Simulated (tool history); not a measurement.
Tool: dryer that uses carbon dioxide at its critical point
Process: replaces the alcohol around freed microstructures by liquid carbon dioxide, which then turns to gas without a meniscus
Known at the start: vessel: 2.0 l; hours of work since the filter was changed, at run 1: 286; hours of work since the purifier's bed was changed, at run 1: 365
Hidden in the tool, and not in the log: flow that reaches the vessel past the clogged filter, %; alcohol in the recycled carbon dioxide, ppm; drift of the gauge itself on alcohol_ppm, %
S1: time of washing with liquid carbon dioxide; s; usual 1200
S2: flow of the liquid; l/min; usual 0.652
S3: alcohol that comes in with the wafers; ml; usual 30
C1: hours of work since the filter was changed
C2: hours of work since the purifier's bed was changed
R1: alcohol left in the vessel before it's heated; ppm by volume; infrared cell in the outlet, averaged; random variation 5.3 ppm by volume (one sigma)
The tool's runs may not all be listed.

run   hour    S1     S2  S3   C1   C2    R1
  1      0  1200  0.652  30  286  365   246
  2   16.2  1200  0.488  30  296  375   638
      28.6  -- inlet filter changed
  3   34.7  1200  0.488  30    4  386   488
  4   56.5  1200  0.652  57   17  400   306
  5   71.9  1200  0.652  57   27  409   311
  6   91.6  1200  0.652  57   40  422   298
  7  111.8  1320  0.652  57   52  434   227
  8  129.2   780  0.652  30   63  445   766
  9  148.3   780  0.652  30   75  457   755
 10  162.7  1200  0.652  30   84  466   221
 11  177.8  1200  0.652  30   94  476   215
 12  199.1  1200  0.652  30  107  489   219
 13  212.1  1200  0.652  30  115  497   223
 14  227.8  1200  0.652  30  125  507   237
 15  239.5   960  0.505  81  132  514  2421
 16  253.7  1440  0.483  22  141  523   273
 17  269.7  1440  0.483  22  151  533   288
 18  285.3   960  0.878  24  161  543   181
 19  303.6   960  0.878  24  172  555   186
 20  319.3   960  0.878  24  182  564   180
 21  339.2  1500  0.426  56  195  577   817
 22  354.6  1860  1.012  30  204  586   113
 23  366.3  1860  1.012  30  212  594   122
 24  381.4  1200  1.092  30  221  603   118

Hidden state or all else? Some run-to-run changes of R1, split into what the settings, what came in and random variation would give without the hidden state, and what is left for the hidden state (with any gauge scatter that isn't in both results):
Run 14 -> 15: S1 1200 -> 960, S2 0.652 -> 0.505, S3 30 -> 81. R1 +2184 ppm by volume: hidden state +205, all else +1979.
Run 15 -> 16: S1 960 -> 1440, S2 0.505 -> 0.483, S3 81 -> 22. R1 -2148 ppm by volume: hidden state -202, all else -1946.

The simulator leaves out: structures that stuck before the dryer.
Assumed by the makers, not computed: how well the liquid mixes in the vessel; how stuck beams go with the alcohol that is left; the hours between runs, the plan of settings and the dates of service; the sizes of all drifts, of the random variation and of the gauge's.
